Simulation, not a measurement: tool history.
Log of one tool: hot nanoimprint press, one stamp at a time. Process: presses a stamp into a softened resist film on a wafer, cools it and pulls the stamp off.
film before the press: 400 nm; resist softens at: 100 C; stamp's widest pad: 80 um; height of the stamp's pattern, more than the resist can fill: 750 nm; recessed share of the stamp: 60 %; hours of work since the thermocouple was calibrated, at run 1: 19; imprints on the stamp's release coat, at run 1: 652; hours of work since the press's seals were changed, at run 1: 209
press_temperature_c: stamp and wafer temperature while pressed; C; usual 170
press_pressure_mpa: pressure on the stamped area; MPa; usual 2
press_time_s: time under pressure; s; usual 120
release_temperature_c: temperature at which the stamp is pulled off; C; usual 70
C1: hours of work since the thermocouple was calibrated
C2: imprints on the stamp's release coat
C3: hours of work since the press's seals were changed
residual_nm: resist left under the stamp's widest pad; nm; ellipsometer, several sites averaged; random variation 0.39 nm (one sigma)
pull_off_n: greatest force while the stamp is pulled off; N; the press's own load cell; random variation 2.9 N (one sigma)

run 1 hour=0 | press_temperature_c=170 press_pressure_mpa=2 press_time_s=120 release_temperature_c=70 | C1=19 C2=652 C3=209 | residual_nm=169.7 pull_off_n=197
run 2 hour=10.5 | press_temperature_c=170 press_pressure_mpa=2 press_time_s=120 release_temperature_c=70 | C1=24 C2=679 C3=214 | residual_nm=170 pull_off_n=189
-- hour=18.1 stamp cleaned and given a new release coat
run 3 hour=22.7 | press_temperature_c=170 press_pressure_mpa=2 press_time_s=120 release_temperature_c=59 | C1=27 C2=12 C3=217 | residual_nm=169.8 pull_off_n=223
run 4 hour=29.8 | press_temperature_c=170 press_pressure_mpa=1.28 press_time_s=120 release_temperature_c=70 | C1=30 C2=30 C3=221 | residual_nm=204.4 pull_off_n=190
run 5 hour=39.1 | press_temperature_c=170 press_pressure_mpa=1.28 press_time_s=120 release_temperature_c=70 | C1=34 C2=53 C3=225 | residual_nm=204.6 pull_off_n=186
run 6 hour=48.9 | press_temperature_c=170 press_pressure_mpa=1.28 press_time_s=120 release_temperature_c=70 | C1=39 C2=78 C3=230 | residual_nm=204.2 pull_off_n=188
run 7 hour=59.9 | press_temperature_c=170 press_pressure_mpa=1.28 press_time_s=120 release_temperature_c=70 | C1=44 C2=106 C3=235 | residual_nm=205 pull_off_n=190
run 8 hour=70.6 | press_temperature_c=170 press_pressure_mpa=2.66 press_time_s=120 release_temperature_c=70 | C1=50 C2=133 C3=240 | residual_nm=148.7 pull_off_n=191
run 9 hour=80.6 | press_temperature_c=170 press_pressure_mpa=2 press_time_s=120 release_temperature_c=70 | C1=54 C2=159 C3=245 | residual_nm=169.4 pull_off_n=189
run 10 hour=88.6 | press_temperature_c=170 press_pressure_mpa=2 press_time_s=120 release_temperature_c=70 | C1=58 C2=179 C3=249 | residual_nm=169.6 pull_off_n=188
run 11 hour=97 | press_temperature_c=170 press_pressure_mpa=2 press_time_s=120 release_temperature_c=70 | C1=62 C2=201 C3=253 | residual_nm=169.5 pull_off_n=191
run 12 hour=104.5 | press_temperature_c=170 press_pressure_mpa=2 press_time_s=120 release_temperature_c=70 | C1=66 C2=220 C3=256 | residual_nm=168.8 pull_off_n=194
run 13 hour=111.8 | press_temperature_c=170 press_pressure_mpa=2 press_time_s=120 release_temperature_c=70 | C1=69 C2=238 C3=260 | residual_nm=169.4 pull_off_n=191
run 14 hour=122.5 | press_temperature_c=170 press_pressure_mpa=2 press_time_s=120 release_temperature_c=70 | C1=74 C2=266 C3=265 | residual_nm=169.8 pull_off_n=190
run 15 hour=128.1 | press_temperature_c=170 press_pressure_mpa=2 press_time_s=120 release_temperature_c=70 | C1=77 C2=280 C3=268 | residual_nm=169.5 pull_off_n=190
run 16 hour=139.5 | press_temperature_c=170 press_pressure_mpa=2 press_time_s=61 release_temperature_c=69 | C1=82 C2=309 C3=273 | residual_nm=218 pull_off_n=192

The next listed run, before its measurement:
run 17 hour=150.7 | press_temperature_c=165 press_pressure_mpa=2 press_time_s=77 release_temperature_c=70 | C1=88 C2=338 C3=278 | residual_nm=? pull_off_n=?

{"run 17": {"residual_nm": 236.6, "pull_off_n": 194}}
Without the tool's hidden state the same run would have given residual_nm 236.6 nm, pull_off_n 193 N.
